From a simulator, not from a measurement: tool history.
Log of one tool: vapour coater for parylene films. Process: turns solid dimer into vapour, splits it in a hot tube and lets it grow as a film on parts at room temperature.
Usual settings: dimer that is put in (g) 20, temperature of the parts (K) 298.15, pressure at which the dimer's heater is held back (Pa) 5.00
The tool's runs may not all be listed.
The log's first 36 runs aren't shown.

| run | hour | dimer that is put in (g) | temperature of the parts (K) | pressure at which the dimer's heater is held back (Pa) | thickness of the film (nm) |
|---|---|---|---|---|---|
| 37 | 1408.7 | 14 | 301.15 | 4.45 | 6670 |
|  | 1418.9 | table's thermometer calibrated |
| 38 | 1459.4 | 14 | 301.15 | 4.45 | 6430 |
| 39 | 1501.7 | 14 | 301.15 | 4.45 | 6440 |
| 40 | 1540.3 | 14 | 301.15 | 4.45 | 6430 |
| 41 | 1589.8 | 17 | 302.15 | 6.24 | 7270 |
| 42 | 1644.3 | 23 | 303.15 | 4.13 | 9570 |
| 43 | 1701.0 | 10 | 298.15 | 7.40 | 5030 |
| 44 | 1745.8 | 10 | 298.15 | 7.40 | 5050 |
| 45 | 1795.6 | 14 | 299.15 | 9.89 | 6560 |

4 ways to go on from here, each from the tool as it stands after run 45. What would each give?
| A | 1834.8 | 16 | 300.15 | 8.94 | ? |
| B | 1834.8 | 14 | 294.15 | 5.60 | ? |
| C | 1834.8 | 20 | 295.15 | 2.42 | ? |
| D | 1834.8 | 15 | 305.15 | 2.17 | ? |

| run | thickness of the film (nm) |
|---|---|
| A | 7220 |
| B | 8550 |
| C | 12210 |
| D | 5800 |
Without the tool's hidden state the same runs would have given:
| run | thickness of the film (nm) |
|---|---|
| A | 7650 |
| B | 9060 |
| C | 12940 |
| D | 6140 |

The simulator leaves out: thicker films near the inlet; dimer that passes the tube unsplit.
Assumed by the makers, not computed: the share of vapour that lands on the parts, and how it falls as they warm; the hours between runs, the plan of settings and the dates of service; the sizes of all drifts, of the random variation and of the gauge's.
